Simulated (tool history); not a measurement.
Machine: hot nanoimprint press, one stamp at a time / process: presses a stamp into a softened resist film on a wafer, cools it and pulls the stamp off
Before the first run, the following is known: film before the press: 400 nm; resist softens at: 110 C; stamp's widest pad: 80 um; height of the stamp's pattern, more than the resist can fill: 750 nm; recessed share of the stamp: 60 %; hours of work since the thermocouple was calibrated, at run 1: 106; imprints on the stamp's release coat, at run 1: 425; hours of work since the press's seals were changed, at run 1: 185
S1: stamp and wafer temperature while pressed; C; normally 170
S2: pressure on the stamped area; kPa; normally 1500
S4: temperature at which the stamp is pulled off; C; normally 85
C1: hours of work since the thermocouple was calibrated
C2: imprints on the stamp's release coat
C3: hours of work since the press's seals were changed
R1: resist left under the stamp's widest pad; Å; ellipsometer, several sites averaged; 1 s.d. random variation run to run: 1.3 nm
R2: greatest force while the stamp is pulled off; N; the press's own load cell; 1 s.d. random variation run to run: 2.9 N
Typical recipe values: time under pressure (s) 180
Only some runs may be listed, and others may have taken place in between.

run 1 hour=0.0 | S1=170 S2=1500 time_under_pressure_(s)=180 S4=85 | C1=106 C2=425 C3=185 | R1=2085 R2=251
run 2 hour=23.7 | S1=170 S2=1500 time_under_pressure_(s)=180 S4=85 | C1=118 C2=475 C3=197 | R1=2078 R2=252
-- hour=51.7 stamp cleaned and given a new release coat
run 3 hour=63.0 | S1=170 S2=1500 time_under_pressure_(s)=180 S4=85 | C1=136 C2=24 C3=215 | R1=2085 R2=234
run 4 hour=87.0 | S1=170 S2=1500 time_under_pressure_(s)=165 S4=85 | C1=148 C2=75 C3=228 | R1=2164 R2=241
run 5 hour=127.9 | S1=170 S2=1500 time_under_pressure_(s)=165 S4=85 | C1=170 C2=161 C3=249 | R1=2152 R2=243
run 6 hour=168.6 | S1=170 S2=1500 time_under_pressure_(s)=180 S4=85 | C1=191 C2=247 C3=270 | R1=2086 R2=240
run 7 hour=211.7 | S1=170 S2=1500 time_under_pressure_(s)=180 S4=87 | C1=214 C2=338 C3=293 | R1=2116 R2=246
-- hour=217.4 plate thermocouple calibrated
run 8 hour=246.3 | S1=170 S2=1500 time_under_pressure_(s)=180 S4=87 | C1=15 C2=404 C3=310 | R1=2107 R2=250
run 9 hour=265.8 | S1=178 S2=1500 time_under_pressure_(s)=180 S4=81 | C1=25 C2=446 C3=320 | R1=1515 R2=260
-- hour=308.3 stamp cleaned and given a new release coat
run 10 hour=308.8 | S1=178 S2=1500 time_under_pressure_(s)=180 S4=81 | C1=45 C2=1 C3=339 | R1=1501 R2=241
run 11 hour=343.3 | S1=178 S2=1500 time_under_pressure_(s)=180 S4=81 | C1=63 C2=74 C3=358 | R1=1487 R2=248
run 12 hour=377.5 | S1=182 S2=1040 time_under_pressure_(s)=268 S4=83 | C1=81 C2=146 C3=376 | R1=1242 R2=249
run 13 hour=418.0 | S1=174 S2=1500 time_under_pressure_(s)=180 S4=75 | C1=102 C2=231 C3=397 | R1=1791 R2=267
run 14 hour=443.2 | S1=174 S2=1340 time_under_pressure_(s)=165 S4=72 | C1=116 C2=284 C3=410 | R1=1931 R2=271
-- hour=477.0 plate thermocouple calibrated, once more
run 15 hour=485.3 | S1=166 S2=1470 time_under_pressure_(s)=190 S4=82 | C1=4 C2=367 C3=431 | R1=2468 R2=256

Same runs, no hidden state in the tool, same run-to-run variation:
The tool's hidden condition here consists of: true temperature over the reading, C; pressure that arrives at the usual setting, %; grip of the stamp's worn release coat, % over a new coat's; drift of the gauge itself on residual_nm, %; drift of the gauge itself on pull_off_n, %.
run=1 R1=2081 R2=236
run=2 R1=2070 R2=234
run=3 R1=2074 R2=233
run=4 R1=2150 R2=238
run=5 R1=2133 R2=237
run=6 R1=2062 R2=230
run=7 R1=2086 R2=233
run=8 R1=2070 R2=234
run=9 R1=1484 R2=242
run=10 R1=1467 R2=240
run=11 R1=1450 R2=244
run=12 R1=1212 R2=243
run=13 R1=1741 R2=257
run=14 R1=1878 R2=258
run=15 R1=2430 R2=241
